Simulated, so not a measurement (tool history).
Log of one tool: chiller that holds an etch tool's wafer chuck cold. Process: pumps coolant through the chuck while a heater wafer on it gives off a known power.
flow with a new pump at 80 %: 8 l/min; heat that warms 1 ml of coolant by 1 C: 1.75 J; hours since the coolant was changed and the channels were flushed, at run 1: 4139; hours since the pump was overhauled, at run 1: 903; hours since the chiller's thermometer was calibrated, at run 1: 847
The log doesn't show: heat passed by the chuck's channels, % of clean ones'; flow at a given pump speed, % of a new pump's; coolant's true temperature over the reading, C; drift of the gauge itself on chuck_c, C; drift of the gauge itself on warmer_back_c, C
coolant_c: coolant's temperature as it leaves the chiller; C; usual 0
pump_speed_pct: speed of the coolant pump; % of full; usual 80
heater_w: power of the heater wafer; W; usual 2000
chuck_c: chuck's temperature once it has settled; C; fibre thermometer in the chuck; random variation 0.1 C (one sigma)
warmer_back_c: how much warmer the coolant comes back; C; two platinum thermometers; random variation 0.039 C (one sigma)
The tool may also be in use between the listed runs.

run   hour  coolant_c  pump_speed_pct  heater_w  hours since the coolant was changed and the channels were flushed  hours since the pump was overhauled  hours since the chiller's thermometer was calibrated  chuck_c  warmer_back_c
  1      0          0              80      2000                                                               4139                                  903                                                   847     26.2           8.64
  2   20.1          0              80      2000                                                               4159                                  923                                                   867     26.4           8.76
  3   63.7          0              80      2000                                                               4203                                  966                                                   911     26.3           8.68
  4     93          0              80      2000                                                               4232                                  996                                                   940     26.3           8.74
  5  117.2          0              80      2000                                                               4256                                 1020                                                   964     26.2           8.74
  6  155.5          0              80      2000                                                               4295                                 1058                                                  1003     26.4           8.75
  7  178.2          0              80      2000                                                               4317                                 1081                                                  1025     26.4           8.69
  8  219.4          0              80      2000                                                               4359                                 1122                                                  1066     26.6           8.78
  9  241.4          0              80      2000                                                               4381                                 1144                                                  1089     26.5           8.69
 10  275.2          0              81      2000                                                               4414                                 1178                                                  1122     26.4           8.62
 11  317.7          0              80      2465                                                               4457                                 1220                                                  1165     32.9          10.76
 12  352.7          0              80      2465                                                               4492                                 1255                                                  1200       33          10.81
 13  381.9          0              80      2465                                                               4521                                 1284                                                  1229     32.9          10.85
 14  415.7          0              80      1908                                                               4555                                 1318                                                  1263     25.6           8.43
 15  444.8          0              80      1908                                                               4584                                 1347                                                  1292     25.6           8.39
 16  478.2          0              80      1908                                                               4617                                 1381                                                  1325     25.7            8.4
 17  517.2         -9              80      2210                                                               4656                                 1420                                                  1364     20.8            9.8
 18  546.3         -9              80      2210                                                               4686                                 1449                                                  1393     20.9           9.74
 19  575.5          0              80      1400                                                               4715                                 1478                                                  1423       19           6.22
 20  608.8         -3              69      2838                                                               4748                                 1511                                                  1456     38.9          14.71
 21  650.5          0              83      2544                                                               4790                                 1553                                                  1498     33.7          10.73
 22  689.6          0              83      2544                                                               4829                                 1592                                                  1537     33.6          10.78
 23  722.8         -3              82      2684                                                               4862                                 1625                                                  1570     32.9          11.47
 24  744.1          7              69      1079                                                               4883                                 1647                                                  1591     22.8           5.67
 25  777.4          4              97      1628                                                               4917                                 1680                                                  1624     23.8           5.79
 26  803.8          0              80      2833                                                               4943                                 1706                                                  1651     38.6          12.53
 27  848.3          0              77      1961                                                               4988                                 1751                                                  1695     27.3           9.06
 28  867.2          8              77      1961                                                               5006                                 1770                                                  1714     35.3           9.15
 29  886.8          8              77      1961                                                               5026                                 1789                                                  1734     35.4           8.99
 30  908.2          4              71      1397                                                               5047                                 1811                                                  1755     24.4           7.11
 31  930.3          4              71      2392                                                               5070                                 1833                                                  1777     39.1          12.24

Hidden state or all else? Some run-to-run changes of chuck_c, split into what the settings, what came in and random variation would give without the hidden state, and what is left for the hidden state (with any gauge scatter that isn't in both results):
Run 19 -> 20: coolant_c 0 -> -3, pump_speed_pct 80 -> 69, heater_w 1400 -> 2838. chuck_c +19.9 C: hidden state +3.4, all else +16.5.
Run 23 -> 24: coolant_c -3 -> 7, pump_speed_pct 82 -> 69, heater_w 2684 -> 1079. chuck_c -10.1 C: hidden state -3, all else -7.1.
Run 25 -> 26: coolant_c 4 -> 0, pump_speed_pct 97 -> 80, heater_w 1628 -> 2833. chuck_c +14.8 C: hidden state +2.9, all else +11.9.
Run 30 -> 31: heater_w 1397 -> 2392. chuck_c +14.7 C: hidden state +2.3, all else +12.4.
